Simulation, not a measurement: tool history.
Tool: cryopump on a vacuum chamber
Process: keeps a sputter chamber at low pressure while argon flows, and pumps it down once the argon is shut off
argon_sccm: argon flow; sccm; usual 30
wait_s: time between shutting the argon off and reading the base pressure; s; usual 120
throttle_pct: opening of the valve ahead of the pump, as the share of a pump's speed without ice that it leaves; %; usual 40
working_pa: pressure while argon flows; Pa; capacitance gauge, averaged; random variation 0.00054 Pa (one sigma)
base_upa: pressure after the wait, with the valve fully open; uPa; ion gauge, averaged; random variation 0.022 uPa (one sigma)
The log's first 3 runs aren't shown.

| run | hour | argon_sccm | wait_s | throttle_pct | hours of work since the pump was warmed up and emptied | hours of work since the cold head was overhauled | hours of work since the chamber's fittings were tightened | working_pa | base_upa |
|---|---|---|---|---|---|---|---|---|---|
| 4 | 50.4 | 30 | 173 | 40 | 410 | 410 | 456 | 0.0549 | 0.66 |
| 5 | 70.3 | 30 | 173 | 40 | 423 | 423 | 470 | 0.0548 | 0.65 |
| 6 | 90.5 | 30 | 120 | 40 | 437 | 437 | 484 | 0.0551 | 0.8 |
| 7 | 105.1 | 30 | 120 | 40 | 447 | 447 | 494 | 0.0555 | 0.77 |
| 8 | 118.7 | 30 | 35 | 40 | 456 | 456 | 503 | 0.0549 | 1.99 |
| 9 | 140.2 | 30 | 36 | 40 | 471 | 471 | 518 | 0.0557 | 1.89 |
| 10 | 159.9 | 14 | 120 | 40 | 484 | 484 | 531 | 0.027 | 0.79 |
| 11 | 172.2 | 14 | 120 | 40 | 493 | 493 | 539 | 0.026 | 0.79 |
| 12 | 197.8 | 30 | 120 | 40 | 510 | 510 | 557 | 0.0562 | 0.83 |
| 13 | 218.8 | 16 | 120 | 40 | 525 | 525 | 571 | 0.0295 | 0.85 |
| 14 | 242.7 | 16 | 120 | 40 | 541 | 541 | 588 | 0.0304 | 0.82 |
| 15 | 266.1 | 16 | 120 | 40 | 557 | 557 | 603 | 0.0294 | 0.84 |
| 16 | 285.7 | 16 | 120 | 40 | 570 | 570 | 617 | 0.0287 | 0.81 |
| 17 | 305.8 | 34 | 120 | 40 | 584 | 584 | 631 | 0.0637 | 0.82 |
| 18 | 326.8 | 30 | 22 | 22 | 598 | 598 | 645 | 0.0979 | 3.07 |
| 19 | 341.1 | 16 | 171 | 16 | 608 | 608 | 655 | 0.0719 | 0.68 |
| 20 | 353.3 | 16 | 171 | 16 | 616 | 616 | 663 | 0.0734 | 0.73 |

Run 21 comes next. What will it give?
| 21 | 373.9 | 40 | 235 | 46 | 630 | 630 | 677 | ? | ? |

{"run 21": {"working_pa": 0.0664, "base_upa": 0.6}}
Without the tool's hidden state the same run would have given working_pa 0.0613 Pa, base_upa 0.36 uPa.

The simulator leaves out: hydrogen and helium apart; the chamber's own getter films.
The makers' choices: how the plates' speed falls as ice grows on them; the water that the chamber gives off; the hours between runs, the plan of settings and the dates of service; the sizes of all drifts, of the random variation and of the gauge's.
